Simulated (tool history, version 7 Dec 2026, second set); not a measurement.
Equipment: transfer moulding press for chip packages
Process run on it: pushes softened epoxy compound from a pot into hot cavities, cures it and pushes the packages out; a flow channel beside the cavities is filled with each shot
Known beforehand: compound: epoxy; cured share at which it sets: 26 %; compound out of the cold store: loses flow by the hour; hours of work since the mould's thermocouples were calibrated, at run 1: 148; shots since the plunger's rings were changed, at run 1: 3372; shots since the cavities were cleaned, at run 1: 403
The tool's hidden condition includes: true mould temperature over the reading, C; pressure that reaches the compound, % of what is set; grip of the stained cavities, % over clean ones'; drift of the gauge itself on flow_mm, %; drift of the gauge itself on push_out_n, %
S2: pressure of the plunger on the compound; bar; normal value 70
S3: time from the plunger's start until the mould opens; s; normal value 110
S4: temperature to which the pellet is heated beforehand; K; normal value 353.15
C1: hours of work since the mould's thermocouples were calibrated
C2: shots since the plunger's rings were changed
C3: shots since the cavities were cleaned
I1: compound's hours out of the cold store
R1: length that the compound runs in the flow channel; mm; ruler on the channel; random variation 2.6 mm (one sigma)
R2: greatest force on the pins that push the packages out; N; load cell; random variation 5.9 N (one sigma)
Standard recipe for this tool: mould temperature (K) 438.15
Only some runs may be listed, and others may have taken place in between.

Run 1, hour 0: usual settings; C1 148; C2 3372; C3 403; I1 34.6. Result: R1 591 mm, R2 296 N.
Run 2, hour 14.8: usual settings but S3 93 s; C1 155; C2 3484; C3 515; I1 16.3. Result: R1 666 mm, R2 440 N.
Run 3, hour 33.2: usual settings; C1 164; C2 3624; C3 655; I1 15. Result: R1 669 mm, R2 339 N.
Run 4, hour 47.1: usual settings; C1 171; C2 3729; C3 760; I1 27.9. Result: R1 612 mm, R2 331 N.
Run 5, hour 68.8: usual settings but S4 362.15 K; C1 181; C2 3895; C3 926; I1 22.6. Result: R1 636 mm, R2 334 N.
At hour 73.7: plunger's sealing rings changed.
At hour 80.6: cavities cleaned with cleaning compound and waxed.
Run 6, hour 93.1: usual settings but S4 362.15 K; C1 191; C2 136; C3 95; I1 13.7. Result: R1 727 mm, R2 256 N.
Run 7, hour 108: usual settings; C1 198; C2 249; C3 208; I1 17.4. Result: R1 708 mm, R2 285 N.
Run 8, hour 128.3: usual settings; C1 208; C2 404; C3 363; I1 43.4. Result: R1 592 mm, R2 286 N.
Run 9, hour 147.3: usual settings; C1 217; C2 548; C3 507; I1 47.8. Result: R1 574 mm, R2 303 N.
Run 10, hour 161.6: usual settings but S4 350.15 K; C1 224; C2 657; C3 616; I1 44.3. Result: R1 585 mm, R2 310 N.
Run 11, hour 182.5: usual settings but S4 350.15 K; C1 234; C2 815; C3 774; I1 27. Result: R1 662 mm, R2 332 N.
Run 12, hour 194.2: usual settings but S4 350.15 K; C1 240; C2 904; C3 863; I1 40.9. Result: R1 602 mm, R2 331 N.
At hour 210.2: cavities cleaned with cleaning compound and waxed.
Run 13, hour 218.5: usual settings; C1 251; C2 1077; C3 62; I1 35. Result: R1 619 mm, R2 239 N.
At hour 222.1: mould's thermocouples calibrated.
Run 14, hour 234.5: usual settings; C1 6; C2 1184; C3 169; I1 41.9. Result: R1 592 mm, R2 263 N.

Predict the results of run 15:
Run 15, hour 248.9: usual settings but mould temperature (K) 431.15, S2 68.7 bar, S3 94 s, S4 349.15 K; C1 13; C2 1293; C3 278; I1 32.7. Result: R1 ?, R2 ?.

R1: 633 mm
R2: 572 N
With the hidden condition absent and the run-to-run variation left alone, this run would have shown R1 650 mm, R2 455 N.
